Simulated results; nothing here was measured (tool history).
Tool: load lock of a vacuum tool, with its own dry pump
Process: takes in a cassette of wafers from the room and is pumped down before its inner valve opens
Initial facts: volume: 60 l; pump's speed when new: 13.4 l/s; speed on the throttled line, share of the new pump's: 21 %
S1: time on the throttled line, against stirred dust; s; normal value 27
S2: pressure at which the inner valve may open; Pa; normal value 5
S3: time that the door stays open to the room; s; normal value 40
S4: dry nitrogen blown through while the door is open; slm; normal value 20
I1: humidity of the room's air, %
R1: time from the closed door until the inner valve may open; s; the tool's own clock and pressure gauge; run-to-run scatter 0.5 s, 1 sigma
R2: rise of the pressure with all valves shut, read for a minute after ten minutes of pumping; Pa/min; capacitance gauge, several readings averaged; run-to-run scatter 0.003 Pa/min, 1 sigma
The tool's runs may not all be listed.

Run 1, day 0: usual settings; I1 44.6. Result: R1 68.9 s, R2 0.027 Pa/min.
Run 2, day 2.712: usual settings; I1 44. Result: R1 68.7 s, R2 0.031 Pa/min.
Run 3, day 6.696: usual settings but S2 7 Pa; I1 47.2. Result: R1 67 s, R2 0.034 Pa/min.
Run 4, day 10.812: usual settings but S2 7 Pa; I1 41.4. Result: R1 67.7 s, R2 0.026 Pa/min.
Run 5, day 13.704: usual settings but S2 7 Pa; I1 46.7. Result: R1 65.8 s, R2 0.029 Pa/min.
Run 6, day 17.217: usual settings but S2 7 Pa; I1 42.2. Result: R1 66.6 s, R2 0.033 Pa/min.
Run 7, day 20.525: usual settings but S2 7 Pa; I1 45. Result: R1 67.1 s, R2 0.041 Pa/min.
Run 8, day 24.471: usual settings; I1 45.1. Result: R1 68.9 s, R2 0.031 Pa/min.
Run 9, day 27.183: usual settings but S3 63 s; I1 44.6. Result: R1 69.2 s, R2 0.04 Pa/min.
Run 10, day 31.462: usual settings but S3 63 s; I1 42.9. Result: R1 70.1 s, R2 0.048 Pa/min.
Run 11, day 33.317: usual settings but S3 63 s; I1 46.5. Result: R1 68.9 s, R2 0.051 Pa/min.
Run 12, day 35.217: usual settings but S3 63 s; I1 45.9. Result: R1 69.9 s, R2 0.045 Pa/min.
Run 13, day 37.975: usual settings but S3 63 s; I1 47.1. Result: R1 69.1 s, R2 0.05 Pa/min.
Run 14, day 41.867: usual settings but S2 6 Pa, S4 7 slm; I1 46.8. Result: R1 69.2 s, R2 0.054 Pa/min.
Run 15, day 43.933: usual settings but S1 33 s, S2 8 Pa, S3 217 s, S4 6 slm; I1 42.3. Result: R1 71.8 s, R2 0.126 Pa/min.

Each row is a separate what-if for the run after 15, all from the same tool condition, not one after another. Results?
Run A, day 48.042: usual settings but S1 33 s, S2 4 Pa, S3 52 s, S4 6 slm; I1 44.4. Result: R1 ?, R2 ?.
Run B, day 48.042: usual settings but S1 32 s, S2 7 Pa; I1 45.6. Result: R1 ?, R2 ?.
Run C, day 48.042: usual settings but S1 37 s, S3 36 s; I1 43.7. Result: R1 ?, R2 ?.
Run D, day 48.042: usual settings but S1 45 s, S2 7 Pa, S3 69 s; I1 45. Result: R1 ?, R2 ?.
Run E, day 48.042: usual settings but S1 28 s, S2 8 Pa, S3 160 s, S4 28 slm; I1 49.3. Result: R1 ?, R2 ?.

run    R1     R2
  A  76.3  0.064
  B    71  0.049
  C  76.8  0.048
  D    81  0.058
  E  67.8  0.081
The same runs, with their run-to-run variation unchanged, on a tool lacking any hidden condition would have given:
run    R1     R2
  A  73.2  0.042
  B  68.2  0.027
  C    74  0.026
  D  78.3  0.037
  E    65  0.059

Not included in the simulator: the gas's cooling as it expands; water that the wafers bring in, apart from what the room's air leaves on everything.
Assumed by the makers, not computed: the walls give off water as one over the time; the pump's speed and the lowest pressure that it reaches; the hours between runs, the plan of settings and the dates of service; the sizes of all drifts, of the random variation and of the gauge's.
